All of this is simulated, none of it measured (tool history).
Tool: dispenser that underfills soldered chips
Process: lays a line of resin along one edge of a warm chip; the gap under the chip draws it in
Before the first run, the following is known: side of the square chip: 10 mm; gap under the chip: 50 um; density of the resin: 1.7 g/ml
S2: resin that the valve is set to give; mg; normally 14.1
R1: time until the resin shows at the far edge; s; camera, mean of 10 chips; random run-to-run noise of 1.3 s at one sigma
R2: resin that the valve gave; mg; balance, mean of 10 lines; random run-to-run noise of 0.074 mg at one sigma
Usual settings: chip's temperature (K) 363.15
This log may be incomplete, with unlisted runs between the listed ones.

run 1 hour=0.0 | chip's_temperature_(K)=363.15 S2=14.1 | R1=131.3 R2=13.50
-- hour=9.3 new syringe of resin
run 2 hour=10.6 | chip's_temperature_(K)=363.15 S2=14.1 | R1=125.5 R2=13.46
-- hour=21.4 new syringe of resin
run 3 hour=21.7 | chip's_temperature_(K)=363.15 S2=14.1 | R1=116.9 R2=13.49
-- hour=32.9 new syringe of resin
run 4 hour=34.0 | chip's_temperature_(K)=363.15 S2=14.1 | R1=122.7 R2=13.30
run 5 hour=41.4 | chip's_temperature_(K)=363.15 S2=14.1 | R1=177.5 R2=13.49
-- hour=44.5 new syringe of resin
run 6 hour=46.9 | chip's_temperature_(K)=363.15 S2=14.1 | R1=128.7 R2=13.32
-- hour=56.7 new syringe of resin
run 7 hour=59.2 | chip's_temperature_(K)=363.15 S2=18.0 | R1=127.7 R2=16.92
run 8 hour=66.2 | chip's_temperature_(K)=377.15 S2=14.5 | R1=129.2 R2=13.61
-- hour=68.4 new syringe of resin
-- hour=72.6 dispensing valve cleaned and set on the balance
run 9 hour=74.1 | chip's_temperature_(K)=377.15 S2=14.5 | R1=100.4 R2=14.59
-- hour=81.1 new syringe of resin
run 10 hour=81.1 | chip's_temperature_(K)=377.15 S2=14.5 | R1=78.1 R2=14.55
run 11 hour=87.4 | chip's_temperature_(K)=348.15 S2=13.3 | R1=247.1 R2=13.30
-- hour=93.3 new syringe of resin
run 12 hour=97.6 | chip's_temperature_(K)=377.15 S2=14.7 | R1=96.9 R2=14.55
-- hour=105.1 new syringe of resin
run 13 hour=108.1 | chip's_temperature_(K)=377.15 S2=14.7 | R1=88.8 R2=14.45

Each row is a separate what-if for the run after 13, all from the same tool condition, not one after another. Results?
-- hour=116.6 new syringe of resin
run A hour=118.5 | chip's_temperature_(K)=376.15 S2=17.1 | R1=? R2=?
-- hour=116.6 new syringe of resin
run B hour=118.5 | chip's_temperature_(K)=367.15 S2=12.6 | R1=? R2=?
-- hour=116.6 new syringe of resin
run C hour=118.5 | chip's_temperature_(K)=363.15 S2=15.5 | R1=? R2=?

run=A R1=87.0 R2=16.91
run=B R1=114.4 R2=12.42
run=C R1=126.3 R2=15.32
Without the tool's hidden state the same runs would have given:
run=A R1=83.3 R2=17.18
run=B R1=109.6 R2=12.62
run=C R1=121.4 R2=15.56

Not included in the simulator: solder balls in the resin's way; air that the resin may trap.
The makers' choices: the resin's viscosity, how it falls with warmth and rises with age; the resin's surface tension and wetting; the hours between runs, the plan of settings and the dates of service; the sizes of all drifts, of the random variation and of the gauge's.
